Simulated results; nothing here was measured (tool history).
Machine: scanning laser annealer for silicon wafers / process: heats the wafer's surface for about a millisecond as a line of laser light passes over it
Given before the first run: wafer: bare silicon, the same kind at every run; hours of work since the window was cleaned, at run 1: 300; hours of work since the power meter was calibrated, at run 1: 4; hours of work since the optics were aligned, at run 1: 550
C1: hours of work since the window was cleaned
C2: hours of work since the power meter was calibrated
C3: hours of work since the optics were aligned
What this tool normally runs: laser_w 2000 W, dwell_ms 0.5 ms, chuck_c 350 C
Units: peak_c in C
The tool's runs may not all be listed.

{"run": 1, "hour": 0.0, "laser_w": 2000, "dwell_ms": 0.5, "chuck_c": 350, "C1": 300, "C2": 4, "C3": 550, "peak_c": 1082}
{"run": 2, "hour": 5.1, "laser_w": 2000, "dwell_ms": 0.5, "chuck_c": 350, "C1": 303, "C2": 7, "C3": 553, "peak_c": 1082}
{"run": 3, "hour": 16.2, "laser_w": 2000, "dwell_ms": 0.5, "chuck_c": 350, "C1": 311, "C2": 15, "C3": 561, "peak_c": 1081}
{"run": 4, "hour": 24.5, "laser_w": 2000, "dwell_ms": 0.5, "chuck_c": 350, "C1": 317, "C2": 21, "C3": 567, "peak_c": 1083}
{"run": 5, "hour": 33.2, "laser_w": 2000, "dwell_ms": 0.5, "chuck_c": 368, "C1": 323, "C2": 28, "C3": 574, "peak_c": 1098}
{"run": 6, "hour": 41.1, "laser_w": 2000, "dwell_ms": 0.5, "chuck_c": 350, "C1": 329, "C2": 33, "C3": 579, "peak_c": 1081}
{"run": 7, "hour": 49.3, "laser_w": 2000, "dwell_ms": 0.5, "chuck_c": 350, "C1": 335, "C2": 39, "C3": 585, "peak_c": 1080}
{"run": 8, "hour": 60.6, "laser_w": 2000, "dwell_ms": 0.5, "chuck_c": 349, "C1": 343, "C2": 47, "C3": 593, "peak_c": 1079}
{"run": 9, "hour": 65.7, "laser_w": 2000, "dwell_ms": 0.46, "chuck_c": 349, "C1": 347, "C2": 51, "C3": 597, "peak_c": 1049}
{"run": 10, "hour": 71.3, "laser_w": 2034, "dwell_ms": 0.5, "chuck_c": 350, "C1": 351, "C2": 55, "C3": 601, "peak_c": 1092}
{"run": 11, "hour": 79.6, "laser_w": 2034, "dwell_ms": 0.5, "chuck_c": 350, "C1": 357, "C2": 61, "C3": 607, "peak_c": 1089}
{"run": 12, "hour": 91.2, "laser_w": 2034, "dwell_ms": 0.5, "chuck_c": 350, "C1": 365, "C2": 69, "C3": 615, "peak_c": 1089}
{"run": 13, "hour": 98.0, "laser_w": 2034, "dwell_ms": 0.5, "chuck_c": 350, "C1": 370, "C2": 74, "C3": 620, "peak_c": 1089}
{"run": 14, "hour": 107.3, "laser_w": 2000, "dwell_ms": 0.5, "chuck_c": 315, "C1": 377, "C2": 81, "C3": 627, "peak_c": 1043}
{"run": 15, "hour": 116.1, "laser_w": 2000, "dwell_ms": 0.609, "chuck_c": 354, "C1": 383, "C2": 87, "C3": 633, "peak_c": 1156}
{"run": 16, "hour": 127.0, "laser_w": 2029, "dwell_ms": 0.389, "chuck_c": 325, "C1": 391, "C2": 95, "C3": 641, "peak_c": 976}
{"run": 17, "hour": 137.2, "laser_w": 2000, "dwell_ms": 0.5, "chuck_c": 370, "C1": 398, "C2": 102, "C3": 648, "peak_c": 1096}
{"run": 18, "hour": 142.4, "laser_w": 2000, "dwell_ms": 0.382, "chuck_c": 350, "C1": 402, "C2": 106, "C3": 652, "peak_c": 986}
{"run": 19, "hour": 153.3, "laser_w": 2077, "dwell_ms": 0.518, "chuck_c": 385, "C1": 410, "C2": 114, "C3": 660, "peak_c": 1148}
{"run": 20, "hour": 162.5, "laser_w": 2077, "dwell_ms": 0.518, "chuck_c": 385, "C1": 416, "C2": 121, "C3": 667, "peak_c": 1150}
{"run": 21, "hour": 172.6, "laser_w": 1737, "dwell_ms": 0.5, "chuck_c": 350, "C1": 424, "C2": 128, "C3": 674, "peak_c": 988}
{"run": 22, "hour": 183.8, "laser_w": 1792, "dwell_ms": 0.5, "chuck_c": 347, "C1": 432, "C2": 136, "C3": 682, "peak_c": 1004}
{"run": 23, "hour": 190.5, "laser_w": 1874, "dwell_ms": 0.5, "chuck_c": 372, "C1": 437, "C2": 141, "C3": 687, "peak_c": 1054}
{"run": 24, "hour": 197.0, "laser_w": 1874, "dwell_ms": 0.5, "chuck_c": 372, "C1": 441, "C2": 146, "C3": 691, "peak_c": 1056}
{"run": 25, "hour": 207.5, "laser_w": 1874, "dwell_ms": 0.5, "chuck_c": 372, "C1": 449, "C2": 153, "C3": 699, "peak_c": 1054}

What if the next run were any one of these 5? Each begins from the tool's condition after run 25:
{"run": "A", "hour": 214.8, "laser_w": 2000, "dwell_ms": 0.39, "chuck_c": 312, "C1": 454, "C2": 158, "C3": 704, "peak_c": "?"}
{"run": "B", "hour": 214.8, "laser_w": 2131, "dwell_ms": 0.369, "chuck_c": 318, "C1": 454, "C2": 158, "C3": 704, "peak_c": "?"}
{"run": "C", "hour": 214.8, "laser_w": 2012, "dwell_ms": 0.609, "chuck_c": 310, "C1": 454, "C2": 158, "C3": 704, "peak_c": "?"}
{"run": "D", "hour": 214.8, "laser_w": 1719, "dwell_ms": 0.385, "chuck_c": 377, "C1": 454, "C2": 158, "C3": 704, "peak_c": "?"}
{"run": "E", "hour": 214.8, "laser_w": 1874, "dwell_ms": 0.545, "chuck_c": 372, "C1": 454, "C2": 158, "C3": 704, "peak_c": "?"}

run=A peak_c=950
run=B peak_c=978
run=C peak_c=1111
run=D peak_c=933
run=E peak_c=1083
Without the tool's hidden state the same runs would have given:
run=A peak_c=976
run=B peak_c=1005
run=C peak_c=1144
run=D peak_c=956
run=E peak_c=1112
